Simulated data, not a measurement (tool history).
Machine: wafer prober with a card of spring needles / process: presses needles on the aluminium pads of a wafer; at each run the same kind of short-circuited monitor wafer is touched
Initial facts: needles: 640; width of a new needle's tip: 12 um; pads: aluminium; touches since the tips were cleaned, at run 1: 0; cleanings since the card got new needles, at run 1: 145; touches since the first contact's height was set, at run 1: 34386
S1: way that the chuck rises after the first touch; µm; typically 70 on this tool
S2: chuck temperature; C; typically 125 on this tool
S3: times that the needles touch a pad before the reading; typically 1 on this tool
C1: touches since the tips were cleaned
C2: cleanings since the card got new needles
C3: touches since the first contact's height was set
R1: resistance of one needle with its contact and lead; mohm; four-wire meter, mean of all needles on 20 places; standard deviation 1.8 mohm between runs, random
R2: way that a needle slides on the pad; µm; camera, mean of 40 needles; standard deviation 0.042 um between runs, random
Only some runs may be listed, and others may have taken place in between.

{"run": 1, "hour": 0.0, "S1": 70, "S2": 125, "S3": 1, "C1": 0, "C2": 145, "C3": 34386, "R1": 193, "R2": 19.26}
{"hour": 16.7, "done": "tips cleaned on abrasive film"}
{"hour": 30.1, "done": "tips cleaned on abrasive film"}
{"hour": 46.8, "done": "tips cleaned on abrasive film"}
{"hour": 63.5, "done": "tips cleaned on abrasive film"}
{"hour": 80.2, "done": "tips cleaned on abrasive film"}
{"hour": 96.9, "done": "tips cleaned on abrasive film"}
{"run": 2, "hour": 99.7, "S1": 70, "S2": 125, "S3": 1, "C1": 1223, "C2": 151, "C3": 78336, "R1": 193, "R2": 19.35}
{"hour": 113.0, "done": "tips cleaned on abrasive film"}
{"hour": 126.4, "done": "tips cleaned on abrasive film"}
{"hour": 143.1, "done": "tips cleaned on abrasive film"}
{"hour": 159.8, "done": "tips cleaned on abrasive film"}
{"hour": 176.5, "done": "tips cleaned on abrasive film"}
{"run": 3, "hour": 187.8, "S1": 70, "S2": 125, "S3": 1, "C1": 5016, "C2": 156, "C3": 117240, "R1": 195, "R2": 19.33}
{"hour": 191.3, "done": "tips cleaned on abrasive film"}
{"hour": 204.6, "done": "tips cleaned on abrasive film"}
{"hour": 218.0, "done": "tips cleaned on abrasive film"}
{"hour": 234.7, "done": "tips cleaned on abrasive film"}
{"run": 4, "hour": 246.0, "S1": 70, "S2": 125, "S3": 1, "C1": 4999, "C2": 160, "C3": 142866, "R1": 194, "R2": 19.38}
{"hour": 249.4, "done": "tips cleaned on abrasive film"}
{"hour": 262.8, "done": "tips cleaned on abrasive film"}
{"hour": 279.5, "done": "tips cleaned on abrasive film"}
{"hour": 296.2, "done": "tips cleaned on abrasive film"}
{"hour": 312.9, "done": "tips cleaned on abrasive film"}
{"run": 5, "hour": 324.5, "S1": 70, "S2": 125, "S3": 1, "C1": 5153, "C2": 165, "C3": 177486, "R1": 193, "R2": 19.4}
{"hour": 327.9, "done": "tips cleaned on abrasive film"}
{"hour": 341.3, "done": "tips cleaned on abrasive film"}
{"hour": 358.0, "done": "tips cleaned on abrasive film"}
{"hour": 371.4, "done": "tips cleaned on abrasive film"}
{"hour": 384.8, "done": "tips cleaned on abrasive film"}
{"hour": 398.5, "done": "tips cleaned on abrasive film"}
{"run": 6, "hour": 398.5, "S1": 70, "S2": 125, "S3": 1, "C1": 0, "C2": 171, "C3": 210065, "R1": 199, "R2": 19.29}
{"hour": 415.2, "done": "tips cleaned on abrasive film"}
{"hour": 428.6, "done": "tips cleaned on abrasive film"}
{"hour": 442.0, "done": "tips cleaned on abrasive film"}
{"hour": 458.7, "done": "tips cleaned on abrasive film"}
{"hour": 459.0, "done": "height of the first contact set anew"}
{"run": 7, "hour": 471.8, "S1": 70, "S2": 125, "S3": 1, "C1": 5680, "C2": 175, "C3": 5680, "R1": 195, "R2": 19.35}
{"hour": 475.2, "done": "tips cleaned on abrasive film"}
{"hour": 488.6, "done": "tips cleaned on abrasive film"}
{"hour": 505.3, "done": "tips cleaned on abrasive film"}
{"hour": 522.0, "done": "tips cleaned on abrasive film"}
{"hour": 535.4, "done": "tips cleaned on abrasive film"}
{"hour": 552.1, "done": "tips cleaned on abrasive film"}
{"hour": 566.6, "done": "tips cleaned on abrasive film"}
{"run": 8, "hour": 566.6, "S1": 70, "S2": 125, "S3": 1, "C1": 0, "C2": 182, "C3": 47434, "R1": 192, "R2": 19.45}
{"hour": 583.3, "done": "tips cleaned on abrasive film"}
{"hour": 596.7, "done": "tips cleaned on abrasive film"}
{"hour": 613.4, "done": "tips cleaned on abrasive film"}
{"hour": 630.1, "done": "tips cleaned on abrasive film"}
{"hour": 643.5, "done": "tips cleaned on abrasive film"}
{"run": 9, "hour": 644.4, "S1": 70, "S2": 125, "S3": 1, "C1": 384, "C2": 187, "C3": 81704, "R1": 195, "R2": 19.44}
{"hour": 657.7, "done": "tips cleaned on abrasive film"}
{"hour": 674.4, "done": "tips cleaned on abrasive film"}
{"hour": 691.2, "done": "tips cleaned on abrasive film"}
{"run": 10, "hour": 699.0, "S1": 90, "S2": 49, "S3": 1, "C1": 3465, "C2": 190, "C3": 105796, "R1": 179, "R2": 25.12}
{"hour": 705.7, "done": "tips cleaned on abrasive film"}
{"hour": 722.4, "done": "tips cleaned on abrasive film"}
{"hour": 739.1, "done": "tips cleaned on abrasive film"}
{"hour": 752.5, "done": "tips cleaned on abrasive film"}
{"hour": 769.2, "done": "tips cleaned on abrasive film"}
{"run": 11, "hour": 777.3, "S1": 73, "S2": 59, "S3": 2, "C1": 3597, "C2": 195, "C3": 140335, "R1": 180, "R2": 20.37}
{"hour": 784.0, "done": "tips cleaned on abrasive film"}
{"hour": 800.8, "done": "tips cleaned on abrasive film"}
{"hour": 817.5, "done": "tips cleaned on abrasive film"}
{"run": 12, "hour": 826.0, "S1": 73, "S2": 59, "S3": 2, "C1": 3802, "C2": 198, "C3": 161818, "R1": 180, "R2": 20.4}
{"hour": 832.8, "done": "tips cleaned on abrasive film"}
{"hour": 846.2, "done": "tips cleaned on abrasive film"}
{"hour": 862.9, "done": "tips cleaned on abrasive film"}
{"hour": 876.2, "done": "tips cleaned on abrasive film"}
{"hour": 889.5, "done": "gauge calibrated"}
{"hour": 892.9, "done": "tips cleaned on abrasive film"}
{"hour": 909.6, "done": "tips cleaned on abrasive film"}
{"run": 13, "hour": 911.5, "S1": 73, "S2": 59, "S3": 2, "C1": 824, "C2": 204, "C3": 199477, "R1": 179, "R2": 20.18}
{"hour": 924.9, "done": "tips cleaned on abrasive film"}
{"hour": 941.6, "done": "tips cleaned on abrasive film"}
{"hour": 958.3, "done": "tips cleaned on abrasive film"}
{"run": 14, "hour": 969.2, "S1": 73, "S2": 59, "S3": 2, "C1": 4828, "C2": 207, "C3": 224934, "R1": 181, "R2": 20.17}
{"hour": 972.6, "done": "tips cleaned on abrasive film"}
{"hour": 986.0, "done": "tips cleaned on abrasive film"}
{"hour": 996.2, "done": "height of the first contact set anew"}
{"hour": 999.7, "done": "tips cleaned on abrasive film"}
{"hour": 1016.4, "done": "tips cleaned on abrasive film"}
{"hour": 1033.1, "done": "tips cleaned on abrasive film"}
{"hour": 1046.4, "done": "tips cleaned on abrasive film"}
{"hour": 1063.2, "done": "tips cleaned on abrasive film"}
{"run": 15, "hour": 1065.0, "S1": 70, "S2": 51, "S3": 2, "C1": 820, "C2": 214, "C3": 30288, "R1": 177, "R2": 19.31}
{"hour": 1078.4, "done": "tips cleaned on abrasive film"}
{"hour": 1091.8, "done": "tips cleaned on abrasive film"}
{"hour": 1108.5, "done": "tips cleaned on abrasive film"}
{"hour": 1121.9, "done": "tips cleaned on abrasive film"}
{"run": 16, "hour": 1123.0, "S1": 55, "S2": 33, "S3": 1, "C1": 530, "C2": 218, "C3": 55865, "R1": 177, "R2": 15.21}
{"hour": 1136.4, "done": "tips cleaned on abrasive film"}
{"hour": 1153.1, "done": "tips cleaned on abrasive film"}
{"hour": 1166.5, "done": "tips cleaned on abrasive film"}
{"hour": 1179.9, "done": "tips cleaned on abrasive film"}
{"run": 17, "hour": 1191.4, "S1": 70, "S2": 75, "S3": 1, "C1": 5101, "C2": 222, "C3": 86014, "R1": 187, "R2": 19.36}

Estimate the outcome of run 18 from the log above:
{"hour": 1194.8, "done": "tips cleaned on abrasive film"}
{"hour": 1211.5, "done": "tips cleaned on abrasive film"}
{"hour": 1228.2, "done": "tips cleaned on abrasive film"}
{"hour": 1244.9, "done": "tips cleaned on abrasive film"}
{"run": 18, "hour": 1248.5, "S1": 70, "S2": 75, "S3": 1, "C1": 1593, "C2": 226, "C3": 111182, "R1": "?", "R2": "?"}

For run 18 the tool returned R1 182 mohm, R2 19.38 µm.
On a tool with no hidden condition, and with the same random variation, this run would have come out at R1 182 mohm, R2 19.3 µm.

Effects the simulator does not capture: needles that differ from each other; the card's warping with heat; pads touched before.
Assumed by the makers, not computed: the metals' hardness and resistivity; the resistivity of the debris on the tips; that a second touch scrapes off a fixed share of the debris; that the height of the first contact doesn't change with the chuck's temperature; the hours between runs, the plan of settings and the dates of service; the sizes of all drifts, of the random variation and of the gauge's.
